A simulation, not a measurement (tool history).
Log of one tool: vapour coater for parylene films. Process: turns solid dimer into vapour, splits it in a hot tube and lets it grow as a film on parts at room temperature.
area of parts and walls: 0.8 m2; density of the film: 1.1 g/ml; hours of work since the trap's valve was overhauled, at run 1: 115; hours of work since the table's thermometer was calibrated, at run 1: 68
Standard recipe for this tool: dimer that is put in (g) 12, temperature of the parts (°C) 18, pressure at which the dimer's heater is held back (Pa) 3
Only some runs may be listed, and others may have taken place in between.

| run | hour | dimer that is put in (g) | temperature of the parts (°C) | pressure at which the dimer's heater is held back (Pa) | hours of work since the trap's valve was overhauled | hours of work since the table's thermometer was calibrated | thickness of the film (µm) |
|---|---|---|---|---|---|---|---|
| 1 | 0 | 12 | 18 | 3 | 115 | 68 | 6.9 |
| 2 | 12.4 | 12 | 29 | 3 | 122 | 76 | 4.13 |
| 3 | 38 | 12 | 29 | 3 | 138 | 91 | 4.08 |
| 4 | 54.2 | 12 | 18 | 4.78 | 147 | 101 | 6.61 |
| 5 | 83.2 | 12 | 18 | 4.78 | 165 | 118 | 6.54 |
| 6 | 111.9 | 12 | 18 | 4.78 | 182 | 135 | 6.39 |
| 7 | 129.8 | 12 | 18 | 4.78 | 193 | 146 | 6.44 |
| 8 | 155.5 | 12 | 18 | 4.78 | 208 | 161 | 6.32 |
| 9 | 182.2 | 12 | 10 | 3 | 224 | 177 | 9.18 |
|  | 188.6 | trap's valve overhauled |
| 10 | 209.2 | 12 | 13 | 9.22 | 12 | 191 | 8.55 |
| 11 | 236.2 | 12 | 13 | 9.22 | 28 | 207 | 8.33 |
| 12 | 263.3 | 12 | 13 | 9.22 | 45 | 223 | 8.22 |
| 13 | 276.9 | 12 | 13 | 9.22 | 53 | 231 | 8.19 |
| 14 | 304.5 | 12 | 13 | 9.22 | 69 | 248 | 8.1 |
| 15 | 319.6 | 12 | 10 | 6.06 | 78 | 257 | 9.48 |
| 16 | 337.1 | 12 | 10 | 6.06 | 89 | 267 | 9.43 |
| 17 | 362.5 | 12 | 20 | 10.73 | 104 | 283 | 5.8 |
| 18 | 384.6 | 8 | 18 | 2.52 | 117 | 296 | 4.54 |

5 options for the next run, each taken on its own from the tool as it stands now. Forecast them:
| A | 401 | 15 | 19 | 4.39 | 127 | 306 | ? |
| B | 401 | 21 | 13 | 3.39 | 127 | 306 | ? |
| C | 401 | 6 | 18 | 8.21 | 127 | 306 | ? |
| D | 401 | 18 | 12 | 3 | 127 | 306 | ? |
| E | 401 | 21 | 18 | 2.52 | 127 | 306 | ? |

| run | thickness of the film (µm) |
|---|---|
| A | 7.84 |
| B | 14.52 |
| C | 3.19 |
| D | 13.3 |
| E | 11.91 |
Without the tool's unlogged condition, the same runs would have read:
| run | thickness of the film (µm) |
|---|---|
| A | 8.53 |
| B | 15.8 |
| C | 3.47 |
| D | 14.47 |
| E | 12.96 |

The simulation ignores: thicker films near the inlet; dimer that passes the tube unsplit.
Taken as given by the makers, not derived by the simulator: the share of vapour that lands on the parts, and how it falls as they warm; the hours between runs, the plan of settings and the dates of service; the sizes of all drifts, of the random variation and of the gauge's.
